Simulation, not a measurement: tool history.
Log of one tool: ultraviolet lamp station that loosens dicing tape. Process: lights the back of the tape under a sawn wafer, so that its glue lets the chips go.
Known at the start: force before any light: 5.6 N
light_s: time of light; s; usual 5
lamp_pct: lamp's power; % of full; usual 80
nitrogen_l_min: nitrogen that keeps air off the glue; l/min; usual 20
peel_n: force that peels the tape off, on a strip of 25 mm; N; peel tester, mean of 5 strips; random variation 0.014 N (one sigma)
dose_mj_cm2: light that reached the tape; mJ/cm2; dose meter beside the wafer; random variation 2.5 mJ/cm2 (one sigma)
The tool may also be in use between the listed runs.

run,hour,light_s,lamp_pct,nitrogen_l_min,peel_n,dose_mj_cm2
1,0,5,80,20,0.656,307
2,8.4,5,80,20,0.653,310
3,17.6,5,80,20,0.663,307
4,34.7,5,80,20,0.668,310
5,49.9,5,80,20,0.651,304
6,57.4,5,80,20,0.668,305

The next listed run, before its measurement:
7,74.3,2,87,20,?,?

{"run 7": {"peel_n": 2.114, "dose_mj_cm2": 133}}
Without the tool's hidden state the same run would have given peel_n 2.111 N, dose_mj_cm2 133 mJ/cm2.
